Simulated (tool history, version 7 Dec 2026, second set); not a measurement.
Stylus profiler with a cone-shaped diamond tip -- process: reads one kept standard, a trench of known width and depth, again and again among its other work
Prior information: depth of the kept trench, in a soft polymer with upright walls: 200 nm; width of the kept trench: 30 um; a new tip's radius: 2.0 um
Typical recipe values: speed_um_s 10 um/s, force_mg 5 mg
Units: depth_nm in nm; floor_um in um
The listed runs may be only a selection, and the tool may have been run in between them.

run    hour  speed_um_s  force_mg  depth_nm  floor_um
  1       0          10         5    204.86     27.71
  2    99.8          10         5    204.99     27.74
  3   173.1          10         5    204.93     27.74
  4   224.5          10         5    204.94     27.71
  5   282.7          10         5    204.82     27.71
  6     386          10         5     205.1      27.7
  7   485.2          10         5    205.16     27.64
  8   596.5          10         5    205.01      27.6
  9     671           7         5    205.05     27.62
 10     750           7         5    205.11     27.61
 11   824.2           7         5    205.06     27.63
 12   900.8           7         5    205.13     27.55
 13   972.9           7         5     205.2     27.54
 14  1062.2           7         5    205.27     27.61
 15  1168.3           5         5    205.13     27.52
 16  1234.2          10         5    205.16     27.54
 17  1342.2          10         5    205.24     27.49
 18  1413.5          10      1.76    202.98     27.47
 19  1519.4          10      1.76    202.84     27.52
 20  1591.6          10      1.76    202.95     27.46
 21  1666.3          10      1.76    202.89     27.48
 22  1714.7          10      1.76    203.24     27.45
 23  1815.8           3         5    205.48     27.42
 24  1893.6           6      6.27    206.31     27.46
 25  1997.6           6         5    205.33     27.43
 26  2092.4           6         5    205.59     27.42
 27  2152.6           4      6.63    206.64     27.43
 28  2254.6           4      6.63     206.4     27.43
     2265.1  -- new tip fitted, height scale calibrated
 29  2341.9           4      6.63    205.74     28.17
 30    2445          10      7.94    206.64     28.19
 31  2543.5          10      7.94     206.7     28.19
 32  2592.8          11      6.95    205.86     28.14
 33  2676.5           4      1.68    202.48     28.13
 34  2745.8          28      2.93    203.52      28.1
 35  2849.9          20      8.15    206.89     28.09
 36  2962.4           2      2.76    203.43     28.07
 37  3023.9           7       3.4    203.79     28.06
 38  3107.6           2     11.64    208.83      28.1
 39  3175.3           4         5    205.06     28.01
 40  3285.1           4     11.44    208.59     28.06
 41  3384.9           4     10.45    208.07     28.02
 42  3487.7           4     10.45    208.09     28.01
 43  3572.8           4     10.45    208.12     27.98
 44    3662           4     10.45    207.98     27.97
 45  3762.8           8      2.41    203.28     27.91
 46  3873.3           8      2.41    203.29     27.94

Measured minus without-hidden-state, run by run (identical run-to-run variation in each term; gauge scatter may differ):
Hidden state at play: radius of the tip, um; height scale over the true one, %; drift of the gauge itself on depth_nm, %; drift of the gauge itself on floor_um, %.
run  depth_nm  floor_um
  1     +0.09     -0.49
  2     +0.13     -0.51
  3     +0.15     -0.52
  4     +0.16     -0.53
  5     +0.17     -0.54
  6     +0.22     -0.55
  7     +0.25     -0.57
  8     +0.27     -0.59
  9      +0.3     -0.59
 10     +0.33     -0.61
 11     +0.35     -0.63
 12     +0.37     -0.63
 13     +0.39     -0.65
 14     +0.42     -0.66
 15     +0.45     -0.67
 16     +0.48     -0.69
 17      +0.5      -0.7
 18     +0.52     -0.72
 19     +0.56     -0.73
 20     +0.58     -0.74
 21      +0.6     -0.76
 22     +0.61     -0.77
 23     +0.65     -0.77
 24     +0.68     -0.79
 25     +0.71      -0.8
 26     +0.74     -0.82
 27     +0.75     -0.83
 28     +0.79     -0.84
 29     +0.02     -0.03
 30     +0.05     -0.05
 31     +0.08     -0.07
 32      +0.1     -0.08
 33     +0.12      -0.1
 34     +0.14     -0.11
 35     +0.17     -0.13
 36     +0.21     -0.16
 37     +0.22     -0.17
 38     +0.25     -0.18
 39     +0.27      -0.2
 40      +0.3     -0.22
 41     +0.34     -0.24
 42     +0.37     -0.26
 43      +0.4     -0.27
 44     +0.43     -0.29
 45     +0.44      -0.3
 46     +0.48     -0.33

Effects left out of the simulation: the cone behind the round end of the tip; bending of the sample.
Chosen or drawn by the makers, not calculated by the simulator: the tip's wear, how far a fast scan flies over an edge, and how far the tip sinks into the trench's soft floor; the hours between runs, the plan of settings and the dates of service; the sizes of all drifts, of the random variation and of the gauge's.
